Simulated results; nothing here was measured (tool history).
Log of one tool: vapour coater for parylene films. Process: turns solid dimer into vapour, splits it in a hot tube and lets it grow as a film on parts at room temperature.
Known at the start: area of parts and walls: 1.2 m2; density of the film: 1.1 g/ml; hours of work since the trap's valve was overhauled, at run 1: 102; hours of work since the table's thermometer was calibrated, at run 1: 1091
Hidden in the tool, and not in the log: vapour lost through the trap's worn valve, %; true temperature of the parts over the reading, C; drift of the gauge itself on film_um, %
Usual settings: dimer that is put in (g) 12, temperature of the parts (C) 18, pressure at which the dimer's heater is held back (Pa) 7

run	hour	dimer that is put in (g)	temperature of the parts (C)	pressure at which the dimer's heater is held back (Pa)	hours of work since the trap's valve was overhauled	hours of work since the table's thermometer was calibrated	thickness of the film (um)
1	0	12	18	7	102	1091	5.72
2	34.6	12	18	7	131	1120	5.54
3	99.5	12	18	7	185	1174	5.4
4	163.7	12	18	7	239	1228	5.38
5	200.7	12	18	7	270	1259	5.38
6	239.4	12	10	7	303	1292	6.49
7	271.9	12	18	7	330	1319	5.32
8	305.4	12	18	7	358	1347	5.31
9	345.6	12	18	2.15	392	1381	6.79
10	390	12	18	2.15	429	1418	6.87
11	452.3	7	18	7	482	1471	2.94
# hour 480.6: trap's valve overhauled
12	496.4	12	18	4.8	13	1504	5.16
13	532.4	12	18	7	43	1534	4.69
14	584.3	12	18	2.14	87	1578	6.22
15	636.7	12	24	7	131	1622	4.04
16	673.6	12	24	7	162	1653	3.86
17	734.8	12	24	7	213	1704	3.9
18	775.7	12	24	7	248	1739	3.79
19	817.3	12	17	7	283	1774	4.5
20	848.4	12	12	7	309	1800	4.93
# hour 866.8: trap's valve overhauled, once more
21	912.6	12	20	7	38	1850	5.48
22	952.8	12	20	7	72	1884	5.33
23	991.7	7	18	7	105	1917	3.21
24	1027.4	12	18	8.32	135	1947	5.24
25	1057.1	10	18	6.89	160	1972	4.55
26	1088.2	11	18	7	186	1998	4.9
27	1145	12	11	3.88	234	2045	7.33
28	1180.1	12	11	3.88	263	2075	7.17
29	1219.4	10	18	2.52	296	2108	5.59
# hour 1266.6: table's thermometer calibrated
30	1282.8	13	23	6.38	348	14	5.18
31	1333.6	6	22	3.07	391	56	2.9
32	1393.1	5	18	2	441	106	2.94
33	1435.3	16	16	7	476	142	7.15
# hour 1471.1: trap's valve overhauled
34	1489.7	7	18	7	16	184	3.39
35	1552.1	8	24	7	68	236	3.29
36	1613.8	19	27	9	120	288	6.63
37	1656.3	12	27	7.96	156	324	4.32
38	1705.8	20	19	2.46	197	365	11.65
39	1763.1	6	13	5.09	245	413	3.29
40	1803.7	6	13	5.09	279	448	3.31
41	1861.3	8	12	7	328	496	4.06
42	1893.2	11	27	5.2	354	523	4.18
43	1922.3	11	27	5.2	379	547	4.18
44	1969.8	11	27	5.2	419	587	4.09
45	2012.1	12	10	7	454	622	6.24
46	2047.5	12	18	8.11	484	652	4.85

How the hidden state differs across the entries between the runs, from the last listed run before each to the first after it:
Between runs 11 and 12: trap's valve overhauled (hour 480.6)
  vapour lost through the trap's worn valve, %: 11.3 -> 16.6; true temperature of the parts over the reading, C: 0.86 -> 0.88
  measured less the result without the state, thickness of the film (um): -0.45 -> -1.16
Between runs 20 and 21: trap's valve overhauled, once more (hour 866.8)
  vapour lost through the trap's worn valve, %: 23.7 -> 0.9; true temperature of the parts over the reading, C: 1.08 -> 1.11
  measured less the result without the state, thickness of the film (um): -1.7 -> -0.2
Between runs 29 and 30: table's thermometer calibrated (hour 1266.6)
  vapour lost through the trap's worn valve, %: 7.2 -> 8.5; true temperature of the parts over the reading, C: 1.28 -> 0.09
  measured less the result without the state, thickness of the film (um): -0.63 -> -0.49
Between runs 33 and 34: trap's valve overhauled (hour 1471.1)
  vapour lost through the trap's worn valve, %: 11.5 -> 0.5; true temperature of the parts over the reading, C: 0.17 -> 0.2
  measured less the result without the state, thickness of the film (um): -0.96 -> -0.03
